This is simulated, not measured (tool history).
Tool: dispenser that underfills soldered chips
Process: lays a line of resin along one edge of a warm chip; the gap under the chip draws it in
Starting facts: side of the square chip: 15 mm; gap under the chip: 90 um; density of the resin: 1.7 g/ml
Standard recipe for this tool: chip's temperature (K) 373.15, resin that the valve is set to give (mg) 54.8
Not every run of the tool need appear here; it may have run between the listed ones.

run,hour,chip's temperature (K),resin that the valve is set to give (mg),time until the resin shows at the far edge (s),resin that the valve gave (mg)
1,0.0,373.15,54.8,116.3,54.56
# hour 1.9: new syringe of resin
2,3.9,373.15,54.8,95.2,54.37
3,7.3,373.15,54.8,109.6,54.24
# hour 11.0: new syringe of resin
4,11.0,386.15,54.8,58.2,54.29
5,16.5,373.15,54.8,109.1,53.89
# hour 19.8: new syringe of resin
6,20.4,373.15,54.8,93.3,54.27
7,24.6,373.15,54.8,108.0,53.94
# hour 28.7: new syringe of resin
8,29.2,373.15,54.8,93.5,53.85
9,35.0,373.15,54.8,113.3,53.41
# hour 38.0: dispensing valve cleaned and set on the balance
# hour 38.7: new syringe of resin
10,41.7,375.15,54.8,93.7,54.45
# hour 47.5: new syringe of resin
11,48.6,375.15,54.8,88.5,54.54
12,53.3,375.15,54.8,105.2,54.18
# hour 56.5: new syringe of resin
13,58.7,375.15,54.8,94.4,54.50
14,62.3,375.15,54.8,104.5,54.09
# hour 65.6: new syringe of resin
15,66.1,375.15,54.8,88.0,54.07
16,72.3,373.15,48.2,120.7,47.66
# hour 74.5: new syringe of resin
17,77.8,373.15,56.3,104.6,55.35
18,82.8,370.15,59.1,135.5,57.79
# hour 83.5: new syringe of resin
19,87.2,373.15,63.0,105.5,61.74
# hour 92.4: new syringe of resin
20,93.3,384.15,60.6,68.7,59.11
21,100.0,384.15,60.6,83.4,58.89
# hour 101.4: new syringe of resin
22,104.7,379.15,47.8,88.3,46.42

Run 23 is up next; what results do you expect?
# hour 107.8: dispensing valve cleaned and set on the balance
23,110.8,370.15,47.3,?,?

time until the resin shows at the far edge (s): 144.2
resin that the valve gave (mg): 47.28
Were there no unlogged condition in the tool, this run, its random variation unchanged, would have produced time until the resin shows at the far edge (s) 102.2, resin that the valve gave (mg) 47.40.
